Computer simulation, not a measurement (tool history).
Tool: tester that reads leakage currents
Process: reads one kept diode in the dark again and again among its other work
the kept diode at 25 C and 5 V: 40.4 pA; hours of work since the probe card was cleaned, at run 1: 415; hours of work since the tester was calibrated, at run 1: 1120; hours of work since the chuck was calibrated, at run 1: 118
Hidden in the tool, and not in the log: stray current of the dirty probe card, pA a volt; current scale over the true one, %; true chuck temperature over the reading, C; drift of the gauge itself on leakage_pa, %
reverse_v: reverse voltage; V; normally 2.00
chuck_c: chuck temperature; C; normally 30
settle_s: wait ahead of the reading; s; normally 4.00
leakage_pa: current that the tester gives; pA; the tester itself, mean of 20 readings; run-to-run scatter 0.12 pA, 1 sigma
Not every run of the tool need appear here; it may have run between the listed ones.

run    hour  reverse_v  chuck_c  settle_s  hours of work since the probe card was cleaned  hours of work since the tester was calibrated  hours of work since the chuck was calibrated  leakage_pa
  1     0.0       2.00       30      4.00                                             415                                           1120                                           118       37.04
  2    68.6       2.00       30      4.00                                             451                                           1156                                           154       36.87
  3   155.5       2.00       30      4.00                                             497                                           1202                                           200       36.83
  4   229.4       2.00       30      4.00                                             536                                           1241                                           239       36.86
  5   293.0       2.00       30      4.00                                             569                                           1274                                           273       36.66
  6   380.0      10.10       30      4.00                                             615                                           1320                                           319       94.12
  7   423.7       1.70       30      4.00                                             638                                           1343                                           342       33.41
  8   472.5       2.00       23      4.00                                             664                                           1369                                           367       20.92
  9   539.4       2.00       23      4.00                                             699                                           1404                                           403       20.99
 10   627.8       2.00       23      4.00                                             746                                           1451                                           449       20.60
 11   686.2       2.00       30      1.22                                             777                                           1482                                           480       36.68
 12   773.7       2.00       30      1.22                                             823                                           1528                                           526       36.57
 13   847.1       2.00       30      1.22                                             862                                           1567                                           565       36.65
 14   886.3       2.00       54      4.00                                             883                                           1587                                           586      213.00
 15   922.1       2.00       51      0.44                                             901                                           1606                                           605      174.05
 16   981.2       1.89       32      3.75                                             933                                           1637                                           636       41.16
 17  1024.5      10.22       27      0.62                                             955                                           1660                                           659       78.92
 18  1074.9       1.57       30      1.32                                             982                                           1687                                           685       31.71
 19  1126.5       1.57       30      1.32                                            1009                                           1714                                           712       31.64
 20  1199.7       2.00       30      0.40                                            1048                                           1753                                           751       37.54
 21  1283.5       2.00       30      0.40                                            1092                                           1797                                           795       37.54
 22  1353.8       2.00       30      0.59                                            1129                                           1834                                           832       36.96
 23  1424.7       2.00       26      4.00                                            1167                                           1871                                           870       26.14
 24  1469.3      10.34       38      1.95                                            1190                                           1895                                           893      172.15
 25  1534.1      10.34       38      1.95                                            1224                                           1929                                           927      171.48
 26  1574.9       1.31       20      0.96                                            1246                                           1951                                           949       12.88
 27  1662.4       1.83       56      1.82                                            1292                                           1997                                           995      228.76
 28  1710.3       1.83       56      1.82                                            1317                                           2022                                          1020      227.64

What if the next run were any one of these 3? Each begins from the tool's condition after run 28:
  A  1780.3       1.83       25      1.82                                            1354                                           2059                                          1057           ?
  B  1780.3      15.59       30      4.00                                            1354                                           2059                                          1057           ?
  C  1780.3       1.83       40      0.32                                            1354                                           2059                                          1057           ?

run  leakage_pa
  A       23.06
  B      119.79
  C       74.39
Without the tool's hidden state the same runs would have given:
run  leakage_pa
  A       23.25
  B      117.22
  C       76.77
